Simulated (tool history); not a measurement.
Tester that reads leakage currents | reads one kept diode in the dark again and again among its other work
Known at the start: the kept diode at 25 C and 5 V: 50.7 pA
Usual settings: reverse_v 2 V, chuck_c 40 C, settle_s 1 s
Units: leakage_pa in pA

run      day  reverse_v  chuck_c  settle_s  leakage_pa
  1        0          2       40         1      117.09
  2    7.067          2       40         1      117.03
  3   11.404          2       40         1      116.65
  4   21.546          2       40         1      116.53
  5   30.196          2       40         1      116.14
      38.475  -- chuck's temperature calibrated
  6   38.883          2       24         1       38.63
  7     47.2          2       24         1       39.12
      48.679  -- probe card cleaned and baked
  8   52.025          2       24         1       34.96
  9   60.371          2       24      0.46        35.4
 10   67.467          2       24      0.46       36.09
 11   76.158          2       24      0.46       36.23
 12   81.154          2       40      0.59      116.76
      86.983  -- chuck's temperature calibrated
 13   88.479          2       40      0.59      120.91
 14   93.012          2       44      0.59      160.63
 15   97.558          2       28      0.59       51.79
 16  103.283          2       28      0.59          52
     107.371  -- probe card cleaned and baked
 17  111.992          2       29      1.23       51.33
 18  118.717       4.81       34      0.33      102.55
 19  122.838       2.34       49         1      229.12
 20  132.762       5.14       40         1      160.62
     135.908  -- chuck's temperature calibrated
 21  138.433          2       40      4.27      119.91
 22  142.567          2       29      9.57          54
 23  150.783       16.9       21      4.37       83.33
 24  160.471       16.9       21      4.37       88.78
     165.742  -- probe card cleaned and baked
 25  166.117          2       40      1.05      115.26
 26  176.096       2.66       29      0.45       56.42
 27  181.412       2.66       29      0.45       56.76

5 ways to go on from here, each from the tool as it stands after run 27. What would each give?
     184.817  -- chuck's temperature calibrated
  A  186.567       4.18       29      3.06           ?
     184.817  -- chuck's temperature calibrated
  B  186.567       8.12       29      0.45           ?
     184.817  -- chuck's temperature calibrated
  C  186.567       2.66       41      0.45           ?
     184.817  -- chuck's temperature calibrated
  D  186.567      14.93       40         1           ?
     184.817  -- chuck's temperature calibrated
  E  186.567       2.66       29      3.68           ?

run  leakage_pa
  A       70.25
  B       91.24
  C      143.02
  D      244.46
  E       59.96
Without the tool's hidden state the same runs would have given:
run  leakage_pa
  A       65.62
  B          83
  C      138.56
  D       228.1
  E       56.75
